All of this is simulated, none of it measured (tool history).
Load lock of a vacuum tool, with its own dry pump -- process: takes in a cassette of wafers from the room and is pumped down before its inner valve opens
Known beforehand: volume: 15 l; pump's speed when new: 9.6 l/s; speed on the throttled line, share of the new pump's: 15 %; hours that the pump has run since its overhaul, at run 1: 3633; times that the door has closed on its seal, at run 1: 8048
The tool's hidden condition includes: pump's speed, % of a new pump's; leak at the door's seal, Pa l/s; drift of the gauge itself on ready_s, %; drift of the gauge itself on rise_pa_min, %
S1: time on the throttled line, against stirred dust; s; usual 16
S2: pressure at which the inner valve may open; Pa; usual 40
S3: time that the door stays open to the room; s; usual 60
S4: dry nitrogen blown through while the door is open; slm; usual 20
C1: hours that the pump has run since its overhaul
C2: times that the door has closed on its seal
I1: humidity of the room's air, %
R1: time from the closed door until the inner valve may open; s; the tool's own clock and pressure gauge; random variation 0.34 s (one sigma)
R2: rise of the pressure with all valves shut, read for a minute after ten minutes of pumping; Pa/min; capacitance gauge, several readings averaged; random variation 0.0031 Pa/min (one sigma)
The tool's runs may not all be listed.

{"run": 1, "hour": 0.0, "S1": 16, "S2": 40, "S3": 60, "S4": 20, "C1": 3633, "C2": 8048, "I1": 39.3, "R1": 26, "R2": 0.082}
{"run": 2, "hour": 74.2, "S1": 16, "S2": 40, "S3": 60, "S4": 20, "C1": 3708, "C2": 8350, "I1": 45.6, "R1": 26.3, "R2": 0.087}
{"run": 3, "hour": 162.2, "S1": 16, "S2": 40, "S3": 60, "S4": 20, "C1": 3796, "C2": 8708, "I1": 44.5, "R1": 26.6, "R2": 0.085}
{"run": 4, "hour": 231.8, "S1": 16, "S2": 40, "S3": 60, "S4": 20, "C1": 3865, "C2": 8991, "I1": 46.4, "R1": 25.9, "R2": 0.09}
{"run": 5, "hour": 313.0, "S1": 16, "S2": 40, "S3": 60, "S4": 20, "C1": 3946, "C2": 9321, "I1": 44.8, "R1": 26.5, "R2": 0.088}
{"run": 6, "hour": 400.0, "S1": 16, "S2": 40, "S3": 60, "S4": 20, "C1": 4033, "C2": 9675, "I1": 44.6, "R1": 26, "R2": 0.086}
{"run": 7, "hour": 503.8, "S1": 18, "S2": 40, "S3": 29, "S4": 20, "C1": 4137, "C2": 10097, "I1": 44.8, "R1": 27.4, "R2": 0.082}
{"run": 8, "hour": 596.5, "S1": 18, "S2": 40, "S3": 29, "S4": 20, "C1": 4230, "C2": 10474, "I1": 44.6, "R1": 26.7, "R2": 0.072}
{"run": 9, "hour": 715.6, "S1": 16, "S2": 73, "S3": 60, "S4": 9, "C1": 4349, "C2": 10959, "I1": 44.9, "R1": 25.7, "R2": 0.114}
{"run": 10, "hour": 766.9, "S1": 12, "S2": 55, "S3": 60, "S4": 20, "C1": 4400, "C2": 11167, "I1": 46.5, "R1": 22.8, "R2": 0.104}
{"run": 11, "hour": 835.0, "S1": 16, "S2": 40, "S3": 60, "S4": 4, "C1": 4468, "C2": 11444, "I1": 46.8, "R1": 25.4, "R2": 0.13}

5 ways to go on from here, each from the tool as it stands after run 11. What would each give?
{"run": "A", "hour": 948.5, "S1": 10, "S2": 34, "S3": 35, "S4": 20, "C1": 4582, "C2": 11906, "I1": 44.6, "R1": "?", "R2": "?"}
{"run": "B", "hour": 948.5, "S1": 16, "S2": 40, "S3": 195, "S4": 20, "C1": 4582, "C2": 11906, "I1": 45.4, "R1": "?", "R2": "?"}
{"run": "C", "hour": 948.5, "S1": 21, "S2": 40, "S3": 60, "S4": 40, "C1": 4582, "C2": 11906, "I1": 43.6, "R1": "?", "R2": "?"}
{"run": "D", "hour": 948.5, "S1": 16, "S2": 49, "S3": 60, "S4": 4, "C1": 4582, "C2": 11906, "I1": 45.2, "R1": "?", "R2": "?"}
{"run": "E", "hour": 948.5, "S1": 16, "S2": 46, "S3": 60, "S4": 7, "C1": 4582, "C2": 11906, "I1": 44.4, "R1": "?", "R2": "?"}

run=A R1=21.3 R2=0.089
run=B R1=26.6 R2=0.135
run=C R1=30.3 R2=0.083
run=D R1=25.9 R2=0.126
run=E R1=25.4 R2=0.116
The same runs, with their run-to-run variation unchanged, on a tool lacking any hidden condition would have given:
run=A R1=20.8 R2=0.046
run=B R1=26.2 R2=0.093
run=C R1=29.9 R2=0.042
run=D R1=25.5 R2=0.086
run=E R1=25 R2=0.075

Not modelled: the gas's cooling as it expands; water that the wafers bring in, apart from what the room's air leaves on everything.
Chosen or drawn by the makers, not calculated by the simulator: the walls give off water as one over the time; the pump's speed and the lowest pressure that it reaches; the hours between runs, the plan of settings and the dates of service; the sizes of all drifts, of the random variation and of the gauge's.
